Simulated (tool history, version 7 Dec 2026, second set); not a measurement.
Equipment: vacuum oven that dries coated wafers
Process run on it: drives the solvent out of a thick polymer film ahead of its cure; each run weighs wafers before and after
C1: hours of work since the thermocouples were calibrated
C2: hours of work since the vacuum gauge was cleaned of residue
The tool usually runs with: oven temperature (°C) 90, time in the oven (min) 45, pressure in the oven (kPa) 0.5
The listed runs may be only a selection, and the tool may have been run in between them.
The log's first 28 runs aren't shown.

Run 29, hour 1016.6: usual settings but oven temperature (°C) 94; C1 1236; C2 984. Result: solvent left in the film (%) 3.04.
Run 30, hour 1055.6: usual settings but oven temperature (°C) 99, time in the oven (min) 23, pressure in the oven (kPa) 0.853; C1 1266; C2 1014. Result: solvent left in the film (%) 5.01.
Run 31, hour 1096: usual settings but time in the oven (min) 33, pressure in the oven (kPa) 1.893; C1 1297; C2 1044. Result: solvent left in the film (%) 7.06.
Run 32, hour 1123: usual settings but oven temperature (°C) 75, time in the oven (min) 46; C1 1317; C2 1065. Result: solvent left in the film (%) 11.61.
Run 33, hour 1165: usual settings but pressure in the oven (kPa) 1.226; C1 1350; C2 1097. Result: solvent left in the film (%) 4.83.
At hour 1180.5: oven's thermocouples calibrated.
Run 34, hour 1209.1: usual settings but time in the oven (min) 60, pressure in the oven (kPa) 1.103; C1 22; C2 1130. Result: solvent left in the film (%) 3.89.
Run 35, hour 1245.6: usual settings but time in the oven (min) 60, pressure in the oven (kPa) 1.103; C1 50; C2 1158. Result: solvent left in the film (%) 3.85.
Run 36, hour 1273.5: usual settings but time in the oven (min) 53; C1 71; C2 1179. Result: solvent left in the film (%) 4.43.
Run 37, hour 1304.9: usual settings but oven temperature (°C) 77, time in the oven (min) 24, pressure in the oven (kPa) 0.422; C1 95; C2 1203. Result: solvent left in the film (%) 14.48.
Run 38, hour 1332.1: usual settings but oven temperature (°C) 77, time in the oven (min) 39, pressure in the oven (kPa) 0.37; C1 116; C2 1224. Result: solvent left in the film (%) 12.41.
Run 39, hour 1372.7: usual settings but oven temperature (°C) 82, time in the oven (min) 28, pressure in the oven (kPa) 0.79; C1 147; C2 1255. Result: solvent left in the film (%) 12.12.
Run 40, hour 1407: usual settings but oven temperature (°C) 87, time in the oven (min) 29, pressure in the oven (kPa) 0.411; C1 174; C2 1281. Result: solvent left in the film (%) 9.73.
Run 41, hour 1450.4: usual settings but pressure in the oven (kPa) 0.261; C1 207; C2 1315. Result: solvent left in the film (%) 5.41.
Run 42, hour 1497.1: usual settings but oven temperature (°C) 93, time in the oven (min) 33, pressure in the oven (kPa) 0.261; C1 243; C2 1350. Result: solvent left in the film (%) 6.
Run 43, hour 1545.8: usual settings but oven temperature (°C) 88, time in the oven (min) 24, pressure in the oven (kPa) 0.803; C1 280; C2 1388. Result: solvent left in the film (%) 10.38.
Run 44, hour 1597: usual settings but oven temperature (°C) 103, time in the oven (min) 43, pressure in the oven (kPa) 0.79; C1 319; C2 1427. Result: solvent left in the film (%) 1.14.

Alternative continuations, all from the tool just after run 44; predict every row:
Run A, hour 1646.5: usual settings but oven temperature (°C) 103, time in the oven (min) 76, pressure in the oven (kPa) 0.4; C1 357; C2 1465. Result: solvent left in the film (%) ?.
Run B, hour 1646.5: usual settings but oven temperature (°C) 103, time in the oven (min) 23, pressure in the oven (kPa) 0.79; C1 357; C2 1465. Result: solvent left in the film (%) ?.
Run C, hour 1646.5: usual settings but time in the oven (min) 56; C1 357; C2 1465. Result: solvent left in the film (%) ?.
Run D, hour 1646.5: usual settings but oven temperature (°C) 103, time in the oven (min) 26, pressure in the oven (kPa) 0.79; C1 357; C2 1465. Result: solvent left in the film (%) ?.

run  solvent left in the film (%)
  A                          0.32
  B                          3.83
  C                          3.89
  D                          3.34
Had the tool no hidden state, the same runs would have come out as:
run  solvent left in the film (%)
  A                          0.25
  B                          4.04
  C                          4.06
  D                          3.52

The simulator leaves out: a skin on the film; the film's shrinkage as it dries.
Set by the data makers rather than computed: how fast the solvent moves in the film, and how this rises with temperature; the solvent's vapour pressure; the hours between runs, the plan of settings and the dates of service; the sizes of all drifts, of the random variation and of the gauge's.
